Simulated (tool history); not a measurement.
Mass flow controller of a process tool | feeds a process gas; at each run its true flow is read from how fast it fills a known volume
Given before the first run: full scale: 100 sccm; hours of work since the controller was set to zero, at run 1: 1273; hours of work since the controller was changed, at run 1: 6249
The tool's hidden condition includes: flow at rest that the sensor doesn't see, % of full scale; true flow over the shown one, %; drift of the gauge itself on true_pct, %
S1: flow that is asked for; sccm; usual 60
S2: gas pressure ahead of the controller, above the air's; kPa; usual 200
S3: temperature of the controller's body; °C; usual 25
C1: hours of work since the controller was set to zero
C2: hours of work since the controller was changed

run 1 hour=0 | S1=60 S2=200 S3=25 | C1=1273 C2=6249 | true_flow_(%)=101.92
run 2 hour=278.3 | S1=60 S2=148 S3=25 | C1=1479 C2=6455 | true_flow_(%)=102.16
run 3 hour=748.7 | S1=60 S2=148 S3=25 | C1=1827 C2=6802 | true_flow_(%)=102.23
run 4 hour=1055.9 | S1=60 S2=200 S3=25 | C1=2054 C2=7030 | true_flow_(%)=102.21
run 5 hour=1369.2 | S1=60 S2=200 S3=25 | C1=2286 C2=7261 | true_flow_(%)=102.37
run 6 hour=1630.5 | S1=60 S2=145 S3=25 | C1=2479 C2=7455 | true_flow_(%)=102.49
run 7 hour=1897.9 | S1=60 S2=145 S3=25 | C1=2677 C2=7652 | true_flow_(%)=102.52
run 8 hour=2299.4 | S1=60 S2=145 S3=25 | C1=2974 C2=7949 | true_flow_(%)=102.8
run 9 hour=2598.3 | S1=60 S2=145 S3=25 | C1=3195 C2=8170 | true_flow_(%)=102.89
run 10 hour=2940.2 | S1=64 S2=145 S3=25 | C1=3447 C2=8423 | true_flow_(%)=103.12
run 11 hour=3162.5 | S1=64 S2=145 S3=25 | C1=3612 C2=8587 | true_flow_(%)=103.08
run 12 hour=3380.9 | S1=45 S2=200 S3=25 | C1=3773 C2=8749 | true_flow_(%)=103.32
run 13 hour=3606.2 | S1=10 S2=200 S3=25 | C1=3940 C2=8916 | true_flow_(%)=107.41
-- hour=3731.8 controller exchanged for a calibrated one
run 14 hour=3937.9 | S1=10 S2=200 S3=25 | C1=152 C2=152 | true_flow_(%)=100.22
run 15 hour=4214.1 | S1=10 S2=200 S3=25 | C1=357 C2=357 | true_flow_(%)=100.44
run 16 hour=4486.4 | S1=10 S2=200 S3=25 | C1=558 C2=558 | true_flow_(%)=100.7
run 17 hour=4955.5 | S1=10 S2=200 S3=34 | C1=905 C2=905 | true_flow_(%)=101.8
run 18 hour=5222.7 | S1=60 S2=200 S3=25 | C1=1102 C2=1102 | true_flow_(%)=100.4
run 19 hour=5705.5 | S1=60 S2=200 S3=25 | C1=1460 C2=1460 | true_flow_(%)=100.55
run 20 hour=6088.1 | S1=60 S2=200 S3=25 | C1=1742 C2=1742 | true_flow_(%)=100.73
run 21 hour=6380.8 | S1=60 S2=200 S3=25 | C1=1959 C2=1959 | true_flow_(%)=100.92
run 22 hour=6777.1 | S1=60 S2=200 S3=25 | C1=2252 C2=2252 | true_flow_(%)=101
run 23 hour=7004.7 | S1=52 S2=143 S3=25 | C1=2420 C2=2420 | true_flow_(%)=101.28
run 24 hour=7430.9 | S1=60 S2=260 S3=29 | C1=2735 C2=2735 | true_flow_(%)=101.35
run 25 hour=7972.7 | S1=60 S2=260 S3=29 | C1=3136 C2=3136 | true_flow_(%)=101.61
run 26 hour=8211.8 | S1=27 S2=200 S3=35 | C1=3313 C2=3313 | true_flow_(%)=102.78
run 27 hour=8596.7 | S1=15 S2=184 S3=25 | C1=3598 C2=3598 | true_flow_(%)=103.97
run 28 hour=8999.1 | S1=16 S2=172 S3=25 | C1=3895 C2=3895 | true_flow_(%)=104.13
run 29 hour=9526 | S1=19 S2=204 S3=33 | C1=4285 C2=4285 | true_flow_(%)=104.38
run 30 hour=9954.7 | S1=59 S2=200 S3=21 | C1=4602 C2=4602 | true_flow_(%)=101.88
-- hour=10201.3 controller's zero set anew
run 31 hour=10437.4 | S1=59 S2=200 S3=21 | C1=175 C2=4958 | true_flow_(%)=101.01
run 32 hour=10836.6 | S1=59 S2=222 S3=29 | C1=470 C2=5254 | true_flow_(%)=101.54
run 33 hour=11253.5 | S1=59 S2=196 S3=21 | C1=778 C2=5562 | true_flow_(%)=101.32
run 34 hour=11733.8 | S1=59 S2=196 S3=21 | C1=1133 C2=5917 | true_flow_(%)=101.52
run 35 hour=12145.5 | S1=59 S2=199 S3=21 | C1=1438 C2=6221 | true_flow_(%)=101.59
run 36 hour=12374.9 | S1=60 S2=163 S3=33 | C1=1607 C2=6391 | true_flow_(%)=102.44
run 37 hour=12711.9 | S1=60 S2=163 S3=33 | C1=1857 C2=6640 | true_flow_(%)=102.52
run 38 hour=13065.7 | S1=60 S2=163 S3=33 | C1=2118 C2=6902 | true_flow_(%)=102.83
run 39 hour=13305.3 | S1=21 S2=205 S3=22 | C1=2295 C2=7079 | true_flow_(%)=102.84
run 40 hour=13597.6 | S1=60 S2=190 S3=31 | C1=2512 C2=7295 | true_flow_(%)=102.83
run 41 hour=13863.2 | S1=26 S2=172 S3=20 | C1=2708 C2=7492 | true_flow_(%)=102.87

Hidden state or all else? Some run-to-run changes of true flow (%), split into what the settings, what came in and random variation would give without the hidden state, and what is left for the hidden state (with any gauge scatter that isn't in both results):
Run 12 -> 13: S1 45 -> 10. true flow (%) +4.09: hidden state +4.27, all else -0.18.
Run 13 -> 14: controller exchanged for a calibrated one. true flow (%) -7.19: hidden state -7.35, all else +0.16.
Run 29 -> 30: S1 19 -> 59, S2 204 -> 200, S3 33 -> 21. true flow (%) -2.5: hidden state -1.91, all else -0.59.

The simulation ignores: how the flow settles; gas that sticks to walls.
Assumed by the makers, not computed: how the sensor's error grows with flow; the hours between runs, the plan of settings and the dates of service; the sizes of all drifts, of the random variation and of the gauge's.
